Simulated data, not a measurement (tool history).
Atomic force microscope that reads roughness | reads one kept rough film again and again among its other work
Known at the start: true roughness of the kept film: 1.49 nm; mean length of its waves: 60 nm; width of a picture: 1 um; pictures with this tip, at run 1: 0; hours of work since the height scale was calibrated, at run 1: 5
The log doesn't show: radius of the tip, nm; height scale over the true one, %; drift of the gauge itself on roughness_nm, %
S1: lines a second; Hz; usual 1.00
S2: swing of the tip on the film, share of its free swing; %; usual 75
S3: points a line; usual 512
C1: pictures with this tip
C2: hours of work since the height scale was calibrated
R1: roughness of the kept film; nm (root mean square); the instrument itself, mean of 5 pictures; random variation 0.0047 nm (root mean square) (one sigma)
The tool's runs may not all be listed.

run	hour	S1	S2	S3	C1	C2	R1
1	0.0	1.00	75	512	0	5	1.386
2	10.8	1.00	75	512	10	10	1.384
3	18.2	1.90	75	512	17	14	1.316
4	26.1	1.90	75	512	24	18	1.312
5	37.6	1.90	75	512	35	25	1.313
6	45.4	1.90	75	512	42	29	1.311
7	55.3	1.90	75	512	52	34	1.305
8	66.6	1.00	87	512	62	40	1.320
9	72.1	3.55	75	278	67	43	1.202
# hour 81.2: new tip fitted
10	86.0	3.55	75	278	5	50	1.196
11	98.2	1.00	83	369	16	56	1.337
12	111.7	2.89	58	566	28	63	1.381
13	124.9	2.89	73	953	41	70	1.260
14	132.5	2.12	73	306	48	74	1.305

Run 15 comes next. What will it give?
15	142.2	1.92	65	717	57	79	?

R1: 1.368 nm (root mean square)
Without the tool's hidden state the same run would have given R1 1.371 nm (root mean square).
